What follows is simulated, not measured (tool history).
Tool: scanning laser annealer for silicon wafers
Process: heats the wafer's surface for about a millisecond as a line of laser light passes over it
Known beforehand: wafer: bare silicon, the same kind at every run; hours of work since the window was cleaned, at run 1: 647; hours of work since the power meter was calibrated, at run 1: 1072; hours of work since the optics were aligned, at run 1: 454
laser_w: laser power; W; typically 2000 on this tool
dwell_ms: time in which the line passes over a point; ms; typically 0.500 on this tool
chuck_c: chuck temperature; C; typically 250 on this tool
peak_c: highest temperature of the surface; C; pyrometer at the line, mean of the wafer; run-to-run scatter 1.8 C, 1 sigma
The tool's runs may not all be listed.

run    hour  laser_w  dwell_ms  chuck_c  hours of work since the window was cleaned  hours of work since the power meter was calibrated  hours of work since the optics were aligned  peak_c
  1     0.0     2000     0.500      250                                         647                                                1072                                          454    1073
  2    38.4     2000     0.500      250                                         677                                                1103                                          484    1073
  3   103.0     2000     0.500      250                                         728                                                1154                                          535    1071
  4   151.2     2000     0.500      250                                         766                                                1192                                          573    1069
  5   194.1     2000     0.500      250                                         800                                                1226                                          607    1072
  6   263.1     2000     0.500      250                                         854                                                1280                                          661    1074
  7   297.5     2000     0.500      250                                         881                                                1307                                          688    1070
  8   371.7     2000     0.500      250                                         940                                                1366                                          747    1071
      386.2  -- window over the wafer cleaned
  9   440.9     2093     0.500      250                                          43                                                1419                                          800    1119
 10   491.1     2000     0.500      253                                          83                                                1458                                          840    1071
 11   563.0     2016     0.500      253                                         139                                                1515                                          896    1085
 12   618.4     2016     0.500      253                                         183                                                1559                                          940    1084
 13   648.9     2016     0.500      253                                         207                                                1583                                          964    1082
 14   709.4     2000     0.491      250                                         255                                                1630                                         1012    1061
 15   749.3     1875     0.500      250                                         286                                                1662                                         1043    1007
 16   819.3     1875     0.500      250                                         342                                                1717                                         1098    1006
 17   864.1     1875     0.500      250                                         377                                                1752                                         1134    1008
 18   926.6     1875     0.518      250                                         426                                                1802                                         1183    1019
      966.6  -- optics aligned, line set to its width
 19  1001.6     1875     0.518      250                                         481                                                1857                                           28    1020
 20  1064.2     2000     0.388      250                                         531                                                1906                                           77     981
 21  1126.4     2000     0.598      234                                         580                                                1955                                          126    1127
 22  1190.4     1735     0.598      254                                         630                                                2006                                          177     998
 23  1242.6     1735     0.598      254                                         671                                                2047                                          218    1002
 24  1283.9     1791     0.398      250                                         704                                                2080                                          250     896
 25  1334.7     1759     0.491      250                                         744                                                2120                                          290     942
 26  1405.1     1759     0.491      250                                         800                                                2175                                          346     944
 27  1474.0     1903     0.500      250                                         854                                                2229                                          400    1020
 28  1527.6     2170     0.486      245                                         896                                                2272                                          442    1141
 29  1581.0     1819     0.366      270                                         938                                                2314                                          485     901
     1595.7  -- window over the wafer cleaned
 30  1625.3     1819     0.500      270                                          23                                                2347                                          518    1002
 31  1661.5     1819     0.500      270                                          52                                                2376                                          546     998
 32  1709.2     1710     0.464      231                                          89                                                2413                                          584     883
 33  1742.1     1981     0.443      244                                         115                                                2439                                          610    1011
 34  1779.6     1981     0.443      252                                         145                                                2469                                          640    1019
 35  1829.1     1981     0.443      252                                         184                                                2508                                          679    1019
 36  1872.5     1981     0.443      252                                         218                                                2542                                          713    1019
 37  1929.7     2000     0.353      268                                         263                                                2587                                          758     967
 38  1970.6     2173     0.353      268                                         296                                                2620                                          790    1045
 39  2009.5     1983     0.353      225                                         326                                                2650                                          821     919
 40  2062.9     1711     0.523      239                                         368                                                2692                                          863     931

Alternative continuations, all from the tool just after run 40; predict every row:
  A  2096.6     1812     0.524      249                                         395                                                2719                                          890       ?
  B  2096.6     2061     0.523      230                                         395                                                2719                                          890       ?
  C  2096.6     1711     0.484      239                                         395                                                2719                                          890       ?

run  peak_c
  A     992
  B    1099
  C     906
Stripped of hidden state, with their random variation kept, the same runs would have yielded:
run  peak_c
  A     992
  B    1100
  C     906
